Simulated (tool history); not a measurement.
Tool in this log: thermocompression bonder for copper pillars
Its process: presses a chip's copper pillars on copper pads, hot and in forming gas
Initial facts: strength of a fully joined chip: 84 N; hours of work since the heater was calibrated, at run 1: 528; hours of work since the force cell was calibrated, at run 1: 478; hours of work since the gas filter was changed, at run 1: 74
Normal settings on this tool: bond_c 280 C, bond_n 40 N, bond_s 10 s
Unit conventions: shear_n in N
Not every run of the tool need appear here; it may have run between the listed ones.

run	day	bond_c	bond_n	bond_s	hours of work since the heater was calibrated	hours of work since the force cell was calibrated	hours of work since the gas filter was changed	shear_n
1	0	280	40	10	528	478	74	41.1
2	1.3	280	40	10	550	500	96	40.8
3	2.267	280	29	10	566	516	112	33.7
4	3.554	280	29	10	588	538	134	33.4
5	4.375	280	29	10	602	551	148	32.9
6	5.658	280	40	10	624	573	170	39.4
7	6.979	280	55	10	646	595	192	47.1
8	8.3	280	26	10	668	618	214	30.7
# day 9.167: forming gas filter changed
9	9.521	280	40	11	688	638	6	44
10	10.167	280	40	11	699	649	17	43.2
11	11.258	291	29	5	718	667	35	30.1
12	12.629	291	29	5	741	690	58	30
13	13.396	268	59	10	754	703	71	44.9
14	14.004	268	59	10	764	714	82	44.5
15	15.333	267	49	12	787	736	104	41.4
16	16.429	299	54	12	805	755	123	58.3
17	17.696	292	57	21	827	776	144	63.5
18	18.829	309	57	21	846	795	163	68.5
19	19.742	285	45	25	861	810	179	56.7

Each row is a separate what-if for the run after 19, all from the same tool condition, not one after another. Results?
A	20.496	304	27	10	874	823	191	?
B	20.496	310	34	22	874	823	191	?
C	20.496	286	58	8	874	823	191	?

run	shear_n
A	40.3
B	58.9
C	46
The same runs, with their run-to-run variation unchanged, on a tool lacking any hidden condition would have given:
run	shear_n
A	44.3
B	64.7
C	50.7
